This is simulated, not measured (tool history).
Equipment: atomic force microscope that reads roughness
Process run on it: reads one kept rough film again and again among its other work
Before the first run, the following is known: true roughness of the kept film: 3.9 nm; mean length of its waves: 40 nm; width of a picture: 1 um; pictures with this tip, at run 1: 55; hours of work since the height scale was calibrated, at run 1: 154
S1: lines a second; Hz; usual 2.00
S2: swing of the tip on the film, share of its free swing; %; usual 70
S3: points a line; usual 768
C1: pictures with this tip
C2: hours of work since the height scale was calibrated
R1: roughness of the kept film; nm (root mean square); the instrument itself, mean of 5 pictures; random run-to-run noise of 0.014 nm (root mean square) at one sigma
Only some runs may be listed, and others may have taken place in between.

run	hour	S1	S2	S3	C1	C2	R1
1	0.0	2.00	70	768	55	154	3.212
2	11.5	3.67	70	768	76	161	2.935
3	25.2	3.67	70	768	100	170	2.879
4	39.7	3.67	70	768	127	179	2.870
5	57.5	2.00	70	768	159	190	3.109
6	69.4	2.77	70	768	180	197	2.942
7	86.4	2.77	70	768	210	208	2.916
# hour 91.5: new tip fitted
8	104.0	2.77	70	768	22	218	3.126
9	120.0	2.00	70	768	51	228	3.223
10	129.2	2.00	70	768	67	234	3.192
11	137.6	2.00	70	768	82	239	3.177
12	154.6	2.00	70	434	113	250	3.151
13	173.2	2.00	70	768	146	261	3.096
14	183.8	2.00	83	768	165	268	2.761
15	200.8	2.00	70	451	196	278	3.060
# hour 214.2: new tip fitted
16	217.0	2.00	70	448	5	288	3.256
17	224.9	2.00	70	448	19	293	3.241
18	239.0	2.00	70	448	45	302	3.191
19	250.3	2.00	66	768	65	309	3.274
20	259.5	2.00	66	768	82	314	3.217
21	269.0	1.20	70	768	98	320	3.303
22	281.7	2.00	70	768	121	328	3.138
23	296.5	2.00	70	768	148	337	3.076
24	306.1	0.98	65	649	165	343	3.333
25	319.2	0.98	88	325	189	351	2.954
26	330.5	3.03	84	418	209	358	2.414
# hour 337.1: new tip fitted
27	344.8	3.03	84	418	14	367	2.593
28	361.2	2.00	70	307	43	377	3.209
29	374.8	1.35	56	480	68	385	3.487
30	391.0	1.85	73	380	97	395	3.130
31	403.6	1.85	73	380	119	403	3.116
32	418.3	1.85	73	380	146	412	3.066
33	430.7	0.94	73	746	168	420	3.254
34	439.7	0.94	73	746	184	426	3.234
35	450.0	3.08	70	336	203	432	2.852
# hour 459.6: new tip fitted
36	469.3	0.88	59	677	17	444	3.557
37	479.8	2.00	79	768	36	450	3.016
38	487.6	2.00	79	768	50	455	3.001
39	504.8	2.00	79	768	81	466	2.963
40	513.7	1.14	80	472	97	471	3.187
41	525.5	2.36	88	765	118	478	2.541
42	535.7	2.66	88	765	137	485	2.448
43	549.7	2.66	88	765	162	493	2.425
44	560.8	0.92	68	765	182	500	3.305
45	576.7	0.92	78	765	210	510	3.134
# hour 583.4: new tip fitted
46	587.3	0.92	78	765	8	516	3.358

Alternative continuations, all from the tool just after run 46; predict every row:
A	601.9	2.47	58	768	34	525	?
B	601.9	2.11	78	278	34	525	?
C	601.9	1.68	70	768	34	525	?

run	R1
A	3.391
B	2.975
C	3.321
Had the tool no hidden state, the same runs would have come out as:
run	R1
A	3.449
B	3.025
C	3.377

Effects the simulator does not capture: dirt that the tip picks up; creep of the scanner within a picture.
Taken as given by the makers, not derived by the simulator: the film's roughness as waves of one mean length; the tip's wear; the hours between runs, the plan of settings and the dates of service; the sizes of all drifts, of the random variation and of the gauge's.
